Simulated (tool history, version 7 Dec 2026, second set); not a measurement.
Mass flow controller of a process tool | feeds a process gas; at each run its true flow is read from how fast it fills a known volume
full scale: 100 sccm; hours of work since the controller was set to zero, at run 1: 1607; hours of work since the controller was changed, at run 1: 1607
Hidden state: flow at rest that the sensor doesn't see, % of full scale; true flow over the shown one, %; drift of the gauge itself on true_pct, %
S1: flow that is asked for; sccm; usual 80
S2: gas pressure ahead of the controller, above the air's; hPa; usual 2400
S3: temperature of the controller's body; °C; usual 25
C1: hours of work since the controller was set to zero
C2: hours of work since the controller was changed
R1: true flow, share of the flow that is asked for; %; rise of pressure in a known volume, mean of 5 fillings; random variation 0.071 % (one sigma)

Run 1, hour 0.0: usual settings; C1 1607; C2 1607. Result: R1 99.73 %.
Run 2, hour 85.8: usual settings but S3 35 °C; C1 1639; C2 1639. Result: R1 100.58 %.
Run 3, hour 158.4: usual settings but S3 35 °C; C1 1666; C2 1666. Result: R1 100.73 %.
Run 4, hour 285.9: usual settings; C1 1713; C2 1713. Result: R1 99.69 %.
Run 5, hour 390.9: usual settings but S3 24 °C; C1 1752; C2 1752. Result: R1 99.62 %.
Run 6, hour 487.9: usual settings but S3 39 °C; C1 1788; C2 1788. Result: R1 100.98 %.
Run 7, hour 611.2: usual settings but S3 39 °C; C1 1834; C2 1834. Result: R1 100.99 %.
Run 8, hour 712.5: usual settings; C1 1871; C2 1871. Result: R1 99.65 %.
Run 9, hour 826.2: usual settings; C1 1914; C2 1914. Result: R1 99.66 %.
Run 10, hour 922.2: usual settings; C1 1949; C2 1949. Result: R1 99.63 %.
Run 11, hour 1005.3: usual settings but S1 14 sccm; C1 1980; C2 1980. Result: R1 100.46 %.
Run 12, hour 1135.5: usual settings but S1 14 sccm; C1 2028; C2 2028. Result: R1 100.61 %.
Run 13, hour 1252.5: usual settings but S1 22 sccm; C1 2072; C2 2072. Result: R1 99.80 %.
Run 14, hour 1328.6: usual settings but S1 42 sccm; C1 2100; C2 2100. Result: R1 99.30 %.
Run 15, hour 1397.6: usual settings but S1 42 sccm; C1 2125; C2 2125. Result: R1 99.53 %.
Run 16, hour 1499.4: usual settings but S1 12 sccm, S2 1740 hPa, S3 33 °C; C1 2163; C2 2163. Result: R1 101.34 %.
Run 17, hour 1578.5: usual settings but S1 54 sccm, S2 2050 hPa, S3 29 °C; C1 2192; C2 2192. Result: R1 99.58 %.
Run 18, hour 1709.3: usual settings but S1 39 sccm, S2 2050 hPa, S3 29 °C; C1 2241; C2 2241. Result: R1 99.38 %.
Run 19, hour 1837.2: usual settings but S2 2590 hPa; C1 2288; C2 2288. Result: R1 99.87 %.
Run 20, hour 1970.0: usual settings but S1 30 sccm, S2 1790 hPa, S3 30 °C; C1 2338; C2 2338. Result: R1 99.78 %.
Run 21, hour 2080.0: usual settings but S1 94 sccm, S3 29 °C; C1 2378; C2 2378. Result: R1 100.16 %.
Run 22, hour 2214.5: usual settings but S1 94 sccm, S2 2530 hPa, S3 29 °C; C1 2428; C2 2428. Result: R1 100.23 %.
Run 23, hour 2289.5: usual settings but S1 94 sccm, S2 2530 hPa, S3 29 °C; C1 2456; C2 2456. Result: R1 100.34 %.
Run 24, hour 2349.2: usual settings but S1 52 sccm, S3 32 °C; C1 2478; C2 2478. Result: R1 100.02 %.
Run 25, hour 2484.5: usual settings but S1 52 sccm, S3 32 °C; C1 2528; C2 2528. Result: R1 100.02 %.

Run 26 comes next. What will it give?
Run 26, hour 2557.0: usual settings but S1 26 sccm; C1 2555; C2 2555. Result: R1 ?.

R1: 99.76 %
Without the tool's hidden state the same run would have given R1 98.91 %.

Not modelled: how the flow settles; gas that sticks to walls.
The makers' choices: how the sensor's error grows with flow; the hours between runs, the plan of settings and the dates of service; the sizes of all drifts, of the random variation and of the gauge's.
